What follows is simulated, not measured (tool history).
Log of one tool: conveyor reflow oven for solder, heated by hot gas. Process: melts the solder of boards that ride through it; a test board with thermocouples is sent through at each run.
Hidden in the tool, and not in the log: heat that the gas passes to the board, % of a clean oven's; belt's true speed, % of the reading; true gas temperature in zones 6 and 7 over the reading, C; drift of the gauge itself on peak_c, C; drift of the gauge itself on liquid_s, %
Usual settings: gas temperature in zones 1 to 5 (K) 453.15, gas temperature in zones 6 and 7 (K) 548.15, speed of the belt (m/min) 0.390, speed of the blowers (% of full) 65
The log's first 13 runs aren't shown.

| run | hour | gas temperature in zones 1 to 5 (K) | gas temperature in zones 6 and 7 (K) | speed of the belt (m/min) | speed of the blowers (% of full) | hours of work since the flux was cleaned out | hours of work since the belt drive was overhauled | hours of work since the thermocouples were changed | highest temperature of the board (K) | time above the solder's melting point (s) |
|---|---|---|---|---|---|---|---|---|---|---|
| 14 | 290.3 | 467.15 | 548.15 | 0.390 | 65 | 439 | 914 | 914 | 540.55 | 120.0 |
| 15 | 304.5 | 442.15 | 548.15 | 0.390 | 65 | 448 | 923 | 923 | 537.25 | 104.0 |
| 16 | 318.8 | 453.15 | 548.15 | 0.390 | 65 | 457 | 932 | 932 | 538.65 | 110.7 |
|  | 336.6 | flux residue cleaned out of gas plates and filters |
| 17 | 342.4 | 458.15 | 560.15 | 0.378 | 86 | 4 | 944 | 944 | 555.05 | 127.0 |
|  | 354.4 | thermocouples of zones 6 and 7 changed |
|  | 373.3 | belt drive overhauled, speed set with a stopwatch |
| 18 | 378.4 | 458.15 | 548.15 | 0.443 | 65 | 23 | 3 | 13 | 536.15 | 98.0 |
| 19 | 401.1 | 463.15 | 542.15 | 0.357 | 78 | 38 | 18 | 28 | 536.95 | 126.3 |
| 20 | 415.0 | 441.15 | 539.15 | 0.402 | 67 | 47 | 27 | 37 | 528.45 | 93.3 |
| 21 | 427.5 | 441.15 | 539.15 | 0.402 | 67 | 55 | 35 | 45 | 528.45 | 93.1 |
| 22 | 450.5 | 460.15 | 548.15 | 0.390 | 84 | 70 | 50 | 59 | 541.55 | 117.3 |
| 23 | 476.2 | 441.15 | 548.15 | 0.323 | 84 | 86 | 66 | 76 | 543.75 | 134.2 |
| 24 | 502.4 | 441.15 | 548.15 | 0.323 | 84 | 103 | 83 | 93 | 543.45 | 134.5 |
|  | 510.4 | belt drive overhauled, speed set with a stopwatch, once more |
| 25 | 526.3 | 441.15 | 548.15 | 0.323 | 84 | 116 | 10 | 106 | 543.45 | 132.2 |
| 26 | 556.8 | 453.15 | 540.15 | 0.390 | 65 | 136 | 30 | 126 | 531.15 | 104.2 |
| 27 | 587.6 | 453.15 | 555.15 | 0.387 | 73 | 156 | 50 | 145 | 546.45 | 116.3 |
| 28 | 617.0 | 453.15 | 555.15 | 0.387 | 73 | 175 | 69 | 164 | 546.35 | 116.1 |
| 29 | 644.3 | 444.15 | 562.15 | 0.390 | 65 | 192 | 86 | 182 | 550.85 | 113.3 |
| 30 | 656.7 | 443.15 | 544.15 | 0.341 | 55 | 200 | 94 | 190 | 535.35 | 117.0 |
| 31 | 678.7 | 453.15 | 548.15 | 0.452 | 65 | 214 | 109 | 204 | 534.25 | 90.9 |

Forecast each of these 3 alternatives for the next run:
| A | 704.6 | 453.15 | 543.15 | 0.465 | 63 | 231 | 125 | 221 | ? | ? |
| B | 704.6 | 453.15 | 548.15 | 0.452 | 68 | 231 | 125 | 221 | ? | ? |
| C | 704.6 | 453.15 | 542.15 | 0.317 | 65 | 231 | 125 | 221 | ? | ? |

| run | highest temperature of the board (K) | time above the solder's melting point (s) |
|---|---|---|
| A | 528.35 | 83.4 |
| B | 534.75 | 91.5 |
| C | 537.05 | 135.2 |
Without the tool's hidden state the same runs would have given:
| run | highest temperature of the board (K) | time above the solder's melting point (s) |
|---|---|---|
| A | 528.65 | 83.8 |
| B | 534.95 | 91.7 |
| C | 536.95 | 135.1 |
